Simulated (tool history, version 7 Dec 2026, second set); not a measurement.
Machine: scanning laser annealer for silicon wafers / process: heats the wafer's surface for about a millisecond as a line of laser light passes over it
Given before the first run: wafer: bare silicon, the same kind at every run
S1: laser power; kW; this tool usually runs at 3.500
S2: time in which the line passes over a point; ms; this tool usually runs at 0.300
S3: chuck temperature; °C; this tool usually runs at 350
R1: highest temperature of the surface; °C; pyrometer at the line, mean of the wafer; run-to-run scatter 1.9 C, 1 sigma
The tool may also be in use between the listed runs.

Run 1, day 0.000: usual settings. Result: R1 1168 °C.
Run 2, day 0.779: usual settings. Result: R1 1169 °C.
Run 3, day 1.121: usual settings but S3 345 °C. Result: R1 1162 °C.
Run 4, day 1.579: usual settings but S3 345 °C. Result: R1 1161 °C.
Run 5, day 2.246: usual settings. Result: R1 1169 °C.
Run 6, day 2.675: usual settings. Result: R1 1167 °C.
Run 7, day 3.438: usual settings. Result: R1 1166 °C.
Run 8, day 3.921: usual settings. Result: R1 1167 °C.
Run 9, day 4.342: usual settings. Result: R1 1164 °C.
Run 10, day 4.850: usual settings. Result: R1 1168 °C.
Run 11, day 5.471: usual settings but S3 336 °C. Result: R1 1152 °C.
Run 12, day 5.829: usual settings but S1 3.570 kW. Result: R1 1183 °C.
Run 13, day 6.162: usual settings but S1 3.570 kW, S2 0.272 ms. Result: R1 1139 °C.
Run 14, day 6.850: usual settings but S1 3.570 kW, S2 0.272 ms. Result: R1 1137 °C.
Run 15, day 7.362: usual settings but S3 355 °C. Result: R1 1172 °C.
Run 16, day 7.838: usual settings. Result: R1 1165 °C.
Run 17, day 8.233: usual settings. Result: R1 1167 °C.
Run 18, day 8.942: usual settings but S1 3.799 kW, S3 312 °C. Result: R1 1200 °C.
Run 19, day 9.662: usual settings but S1 3.799 kW, S3 312 °C. Result: R1 1204 °C.
Run 20, day 10.433: usual settings but S2 0.325 ms, S3 342 °C. Result: R1 1196 °C.
Run 21, day 10.988: usual settings but S1 3.687 kW, S2 0.239 ms, S3 373 °C. Result: R1 1130 °C.
Run 22, day 11.462: usual settings but S1 3.267 kW, S2 0.245 ms, S3 373 °C. Result: R1 1053 °C.
Run 23, day 12.183: usual settings but S1 3.267 kW, S2 0.245 ms, S3 373 °C. Result: R1 1049 °C.
Run 24, day 12.625: usual settings but S1 3.137 kW, S2 0.352 ms. Result: R1 1148 °C.
Run 25, day 13.233: usual settings but S1 3.137 kW, S2 0.319 ms. Result: R1 1106 °C.
Run 26, day 13.846: usual settings but S1 2.977 kW, S2 0.211 ms. Result: R1 917 °C.
Run 27, day 14.212: usual settings but S1 3.323 kW, S2 0.289 ms. Result: R1 1108 °C.
Run 28, day 14.792: usual settings but S1 3.323 kW, S2 0.289 ms. Result: R1 1109 °C.
Run 29, day 15.438: usual settings but S1 3.323 kW, S2 0.289 ms. Result: R1 1110 °C.
Run 30, day 16.104: usual settings but S1 3.553 kW, S2 0.232 ms, S3 322 °C. Result: R1 1037 °C.
Run 31, day 16.712: usual settings but S1 3.553 kW, S2 0.232 ms, S3 322 °C. Result: R1 1039 °C.
Run 32, day 17.204: usual settings but S1 3.190 kW, S2 0.257 ms, S3 318 °C. Result: R1 996 °C.

Below, some changes in R1 between adjacent runs. For each, the amount present without the hidden state too (settings, incoming material, random variation) and the amount remaining for the hidden state with gauge scatter not shared by both compared results:
What the log doesn't record here: light that passes the window, % of a clean one's; laser's true power over the reading, %; width of the line over the set one, %; drift of the gauge itself on peak_c, C.
Run 4 -> 5: S3 345 -> 350. R1 +8 °C: hidden state -1, all else +9.
Run 5 -> 6: nothing adjusted, nothing logged. R1 -2 °C: hidden state +1, all else -3.
Run 9 -> 10: nothing adjusted, nothing logged. R1 +4 °C: hidden state -1, all else +5.
Run 23 -> 24: S1 3.267 -> 3.137, S2 0.245 -> 0.352, S3 373 -> 350. R1 +99 °C: hidden state +0, all else +99.
Run 25 -> 26: S1 3.137 -> 2.977, S2 0.319 -> 0.211. R1 -189 °C: hidden state +1, all else -190.
Run 26 -> 27: S1 2.977 -> 3.323, S2 0.211 -> 0.289. R1 +191 °C: hidden state -1, all else +192.
